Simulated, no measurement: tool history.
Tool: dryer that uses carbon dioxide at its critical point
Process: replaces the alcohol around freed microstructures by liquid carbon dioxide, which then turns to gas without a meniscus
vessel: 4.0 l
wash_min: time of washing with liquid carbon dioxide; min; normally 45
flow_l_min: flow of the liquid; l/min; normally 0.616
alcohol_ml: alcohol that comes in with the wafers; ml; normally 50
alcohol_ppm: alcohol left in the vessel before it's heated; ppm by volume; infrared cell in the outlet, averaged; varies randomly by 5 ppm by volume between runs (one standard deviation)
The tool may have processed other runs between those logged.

run	hour	wash_min	flow_l_min	alcohol_ml	alcohol_ppm
1	0.0	45	0.616	50	214
2	35.5	45	0.616	29	210
# hour 69.3: purifier's bed changed
3	74.8	45	0.616	29	14
4	109.4	45	0.616	50	30
5	129.9	45	0.616	50	33
6	152.1	45	0.616	50	38
7	174.8	45	0.616	27	24
8	194.5	45	0.616	27	37
9	214.8	32	0.616	27	91
10	248.2	45	0.616	21	35
11	272.8	43	0.616	50	57
12	304.6	67	0.616	50	21
13	341.0	67	0.616	50	43
14	372.1	45	0.616	43	54
15	400.0	52	0.616	74	58
16	423.5	40	0.603	46	87
17	452.0	40	0.603	46	89
18	477.2	51	0.616	34	62
19	506.2	51	0.529	58	86
20	542.9	45	0.508	22	86
21	579.3	63	0.616	73	60
22	620.9	63	0.616	73	77
# hour 637.4: inlet filter changed
23	662.4	29	0.948	23	85
24	686.9	27	0.671	23	162
25	712.1	27	0.671	23	149
26	736.7	39	0.850	107	97
27	764.4	38	0.616	50	139
28	787.7	29	0.616	92	436

Below, some changes in alcohol_ppm between adjacent runs. For each, the amount present without the hidden state too (settings, incoming material, random variation) and the amount remaining for the hidden state with gauge scatter not shared by both compared results:
The hidden state here: flow that reaches the vessel past the clogged filter, %; alcohol in the recycled carbon dioxide, ppm; drift of the gauge itself on alcohol_ppm, %.
Run 2 -> 3: purifier's bed changed. alcohol_ppm -196 ppm by volume: hidden state -189, all else -7.
Run 27 -> 28: wash_min 38 -> 29, alcohol_ml 50 -> 92. alcohol_ppm +297 ppm by volume: hidden state +20, all else +277.
